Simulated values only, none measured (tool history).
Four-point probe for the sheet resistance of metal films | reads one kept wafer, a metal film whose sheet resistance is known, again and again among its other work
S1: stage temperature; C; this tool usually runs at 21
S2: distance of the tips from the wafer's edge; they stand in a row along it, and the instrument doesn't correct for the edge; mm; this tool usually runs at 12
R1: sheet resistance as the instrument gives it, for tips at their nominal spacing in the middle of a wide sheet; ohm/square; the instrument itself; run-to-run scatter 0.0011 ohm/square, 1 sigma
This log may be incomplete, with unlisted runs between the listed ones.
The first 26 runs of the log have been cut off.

run,hour,S1,S2,R1
# hour 666.9: new probe head fitted
27,678.6,21,4,5.453220
28,712.9,21,4,5.453186
29,740.2,21,4,5.451425
30,771.2,21,4,5.452448
31,802.7,21,4,5.452514
32,829.2,21,20,5.286540
33,858.4,19,19,5.283856
34,883.7,19,19,5.283671
35,910.4,19,19,5.283987
36,939.2,19,19,5.281851

Each row is a separate what-if for the run after 36, all from the same tool condition, not one after another. Results?
A,962.6,25,19,?
B,962.6,25,3,?
C,962.6,32,4,?
D,962.6,33,19,?
E,962.6,32,13,?

run,R1
A,5.299430
B,5.588846
C,5.482085
D,5.318464
E,5.325511
Had the tool no hidden state, the same runs would have come out as:
run,R1
A,5.299364
B,5.588777
C,5.482015
D,5.318396
E,5.325443

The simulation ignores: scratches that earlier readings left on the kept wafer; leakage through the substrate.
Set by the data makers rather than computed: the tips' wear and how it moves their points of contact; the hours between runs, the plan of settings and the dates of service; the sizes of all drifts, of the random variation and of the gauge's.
